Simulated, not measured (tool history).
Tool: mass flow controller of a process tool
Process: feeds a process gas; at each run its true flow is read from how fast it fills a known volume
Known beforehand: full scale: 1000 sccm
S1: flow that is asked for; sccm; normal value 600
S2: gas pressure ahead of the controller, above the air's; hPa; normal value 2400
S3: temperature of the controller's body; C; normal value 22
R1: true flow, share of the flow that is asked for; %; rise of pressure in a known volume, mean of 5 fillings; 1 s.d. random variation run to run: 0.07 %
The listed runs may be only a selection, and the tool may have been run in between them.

Run 1, hour 0.0: usual settings. Result: R1 100.20 %.
Run 2, hour 92.1: usual settings. Result: R1 100.33 %.
Run 3, hour 166.0: usual settings. Result: R1 100.23 %.
Run 4, hour 206.2: usual settings but S1 965 sccm. Result: R1 101.45 %.
Run 5, hour 282.4: usual settings but S1 965 sccm. Result: R1 101.52 %.
Run 6, hour 366.0: usual settings but S1 965 sccm. Result: R1 101.59 %.
Run 7, hour 422.1: usual settings but S1 965 sccm. Result: R1 101.53 %.
Run 8, hour 463.3: usual settings but S1 965 sccm. Result: R1 101.58 %.
Run 9, hour 534.2: usual settings but S1 965 sccm. Result: R1 101.73 %.
Run 10, hour 610.4: usual settings but S1 965 sccm. Result: R1 101.59 %.
Run 11, hour 692.9: usual settings but S1 965 sccm. Result: R1 101.61 %.
Run 12, hour 776.2: usual settings but S1 965 sccm, S2 2030 hPa. Result: R1 101.83 %.
Run 13, hour 830.0: usual settings but S2 1470 hPa. Result: R1 101.20 %.
Run 14, hour 922.4: usual settings but S2 2720 hPa. Result: R1 100.22 %.
Run 15, hour 978.3: usual settings but S2 2720 hPa. Result: R1 100.38 %.
Run 16, hour 1034.6: usual settings but S3 23 C. Result: R1 100.62 %.
Run 17, hour 1130.1: usual settings but S3 23 C. Result: R1 100.61 %.
Run 18, hour 1190.9: usual settings but S3 23 C. Result: R1 100.50 %.
Run 19, hour 1283.9: usual settings but S2 2700 hPa. Result: R1 100.55 %.
Run 20, hour 1360.2: usual settings but S2 2700 hPa. Result: R1 100.39 %.
Run 21, hour 1404.8: usual settings but S3 32 C. Result: R1 99.58 %.
Run 22, hour 1489.2: usual settings but S1 300 sccm. Result: R1 99.46 %.
Run 23, hour 1586.7: usual settings. Result: R1 100.88 %.
Run 24, hour 1661.3: usual settings. Result: R1 100.90 %.
Run 25, hour 1758.2: usual settings. Result: R1 100.74 %.
Run 26, hour 1819.9: usual settings but S1 114 sccm, S2 2100 hPa. Result: R1 97.30 %.
Run 27, hour 1906.3: usual settings but S1 494 sccm, S3 31 C. Result: R1 99.38 %.
Run 28, hour 1984.5: usual settings but S1 434 sccm, S3 21 C. Result: R1 100.43 %.
Run 29, hour 2033.4: usual settings but S1 409 sccm, S2 1740 hPa, S3 20 C. Result: R1 101.01 %.
Run 30, hour 2090.6: usual settings but S2 2710 hPa, S3 30 C. Result: R1 99.88 %.
Run 31, hour 2162.0: usual settings but S1 108 sccm, S2 1910 hPa, S3 35 C. Result: R1 95.75 %.
Run 32, hour 2211.8: usual settings but S1 175 sccm, S2 1640 hPa, S3 35 C. Result: R1 97.42 %.
Run 33, hour 2297.0: usual settings but S1 175 sccm, S2 1640 hPa, S3 34 C. Result: R1 97.64 %.
Run 34, hour 2371.3: usual settings but S1 930 sccm, S2 1760 hPa, S3 27 C. Result: R1 102.10 %.
Run 35, hour 2436.7: usual settings but S1 874 sccm, S2 2390 hPa, S3 29 C. Result: R1 101.13 %.
Run 36, hour 2478.2: usual settings but S1 874 sccm, S2 2390 hPa, S3 29 C. Result: R1 101.20 %.
Run 37, hour 2529.5: usual settings but S1 874 sccm, S2 2390 hPa, S3 29 C. Result: R1 101.26 %.
Run 38, hour 2606.6: usual settings but S1 580 sccm, S2 2390 hPa, S3 29 C. Result: R1 100.27 %.
Run 39, hour 2655.8: usual settings but S1 877 sccm, S3 25 C. Result: R1 101.62 %.
Run 40, hour 2751.6: usual settings but S1 995 sccm, S2 2470 hPa, S3 24 C. Result: R1 102.19 %.
Run 41, hour 2846.9: usual settings but S1 181 sccm, S2 2620 hPa. Result: R1 98.17 %.
Run 42, hour 2926.8: usual settings but S1 181 sccm, S2 1480 hPa, S3 25 C. Result: R1 98.92 %.
Run 43, hour 2971.4: usual settings but S1 181 sccm, S2 1480 hPa, S3 25 C. Result: R1 98.88 %.
Run 44, hour 3047.8: usual settings but S1 277 sccm, S2 1480 hPa, S3 25 C. Result: R1 99.98 %.
Run 45, hour 3088.9: usual settings but S1 406 sccm, S2 1910 hPa, S3 26 C. Result: R1 100.32 %.
Run 46, hour 3148.9: usual settings but S1 406 sccm, S2 1910 hPa, S3 26 C. Result: R1 100.36 %.
Run 47, hour 3230.2: usual settings but S1 386 sccm, S2 1720 hPa, S3 26 C. Result: R1 100.38 %.
Run 48, hour 3308.6: usual settings but S1 386 sccm, S2 1720 hPa, S3 26 C. Result: R1 100.44 %.
Run 49, hour 3362.6: usual settings but S1 180 sccm, S3 31 C. Result: R1 97.59 %.

Forecast each of these 3 alternatives for the next run:
Run A, hour 3429.0: usual settings but S1 405 sccm, S2 2470 hPa, S3 32 C. Result: R1 ?.
Run B, hour 3429.0: usual settings but S1 180 sccm, S2 2360 hPa, S3 31 C. Result: R1 ?.
Run C, hour 3429.0: usual settings but S1 166 sccm, S2 2440 hPa, S3 39 C. Result: R1 ?.

run     R1
  A  99.36
  B  97.54
  C  96.51
Without the tool's hidden state the same runs would have given:
run     R1
  A  97.38
  B  96.97
  C  96.15

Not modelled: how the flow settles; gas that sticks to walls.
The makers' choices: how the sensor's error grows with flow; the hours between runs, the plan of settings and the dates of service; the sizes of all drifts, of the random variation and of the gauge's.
